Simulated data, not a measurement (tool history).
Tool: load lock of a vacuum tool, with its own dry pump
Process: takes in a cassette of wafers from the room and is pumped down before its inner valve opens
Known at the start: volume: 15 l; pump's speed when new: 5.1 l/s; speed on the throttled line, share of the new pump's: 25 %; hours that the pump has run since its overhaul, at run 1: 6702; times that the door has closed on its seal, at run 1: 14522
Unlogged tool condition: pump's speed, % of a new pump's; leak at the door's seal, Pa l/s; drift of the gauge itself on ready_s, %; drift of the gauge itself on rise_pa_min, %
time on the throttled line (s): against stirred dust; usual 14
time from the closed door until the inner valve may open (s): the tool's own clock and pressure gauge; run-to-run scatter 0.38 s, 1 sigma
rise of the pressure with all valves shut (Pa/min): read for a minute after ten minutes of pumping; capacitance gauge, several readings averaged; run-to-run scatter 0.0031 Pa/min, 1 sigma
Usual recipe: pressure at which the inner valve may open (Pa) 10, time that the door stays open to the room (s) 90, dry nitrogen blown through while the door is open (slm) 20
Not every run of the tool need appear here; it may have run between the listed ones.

run,hour,time on the throttled line (s),pressure at which the inner valve may open (Pa),time that the door stays open to the room (s),dry nitrogen blown through while the door is open (slm),hours that the pump has run since its overhaul,times that the door has closed on its seal,"incoming humidity of the room's air, %",time from the closed door until the inner valve may open (s),rise of the pressure with all valves shut (Pa/min)
1,0.0,14,10,90,20,6702,14522,42.7,37.7,0.066
2,178.9,14,10,90,20,6880,15059,43.1,37.6,0.068
3,609.6,14,10,90,20,7311,16353,44.9,37.7,0.068
4,855.2,14,10,90,20,7557,17090,44.4,37.4,0.068
5,1108.4,14,10,90,20,7810,17850,45.0,36.8,0.067
6,1418.3,14,10,90,20,8120,18781,44.3,38.1,0.068
7,1632.2,14,10,135,20,8334,19423,44.4,37.5,0.080
8,1952.8,14,10,135,20,8654,20386,48.9,37.2,0.090
9,2171.2,14,10,135,20,8873,21042,41.5,37.7,0.074
10,2511.7,14,10,90,20,9213,22064,47.7,37.2,0.073
11,2909.7,14,10,90,20,9611,23259,42.0,37.3,0.064
12,3168.2,14,10,90,20,9870,24035,46.5,37.8,0.069
# hour 3459.9: dry pump taken out, an overhauled one fitted
13,3507.7,14,10,90,20,48,25037,47.7,37.3,0.074
14,3780.9,14,11,194,42,321,25857,46.9,36.7,0.077
# hour 3822.4: door's seal changed, seat wiped
15,4155.7,11,10,221,20,694,1001,45.1,35.5,0.106
16,4452.7,11,17,221,7,991,1893,42.3,34.1,0.137
17,4867.8,14,9,27,20,1406,3139,44.3,37.1,0.037
18,5105.1,14,9,71,6,1644,3851,45.9,37.5,0.086
19,5322.7,14,9,71,6,1861,4505,47.2,37.1,0.084
20,5712.8,14,9,71,6,2251,5676,44.8,37.9,0.083
21,6014.2,14,19,90,20,2553,6581,44.3,35.1,0.069
22,6368.2,11,9,32,38,2907,7644,43.1,34.9,0.037
23,6607.7,17,16,47,20,3146,8363,48.9,38.1,0.052

Each row is a separate what-if for the run after 23, all from the same tool condition, not one after another. Results?
A,6921.6,8,10,28,5,3460,9306,46.9,?,?
B,6921.6,13,10,38,20,3460,9306,43.8,?,?
C,6921.6,17,16,47,24,3460,9306,42.6,?,?
D,6921.6,15,10,109,7,3460,9306,44.6,?,?
E,6921.6,18,11,90,18,3460,9306,45.9,?,?

run,time from the closed door until the inner valve may open (s),rise of the pressure with all valves shut (Pa/min)
A,33.4,0.050
B,37.2,0.046
C,37.8,0.048
D,38.0,0.100
E,40.5,0.072
What these runs would have given with no unlogged condition in the tool:
run,time from the closed door until the inner valve may open (s),rise of the pressure with all valves shut (Pa/min)
A,33.4,0.050
B,37.2,0.046
C,37.8,0.048
D,38.0,0.100
E,40.5,0.072

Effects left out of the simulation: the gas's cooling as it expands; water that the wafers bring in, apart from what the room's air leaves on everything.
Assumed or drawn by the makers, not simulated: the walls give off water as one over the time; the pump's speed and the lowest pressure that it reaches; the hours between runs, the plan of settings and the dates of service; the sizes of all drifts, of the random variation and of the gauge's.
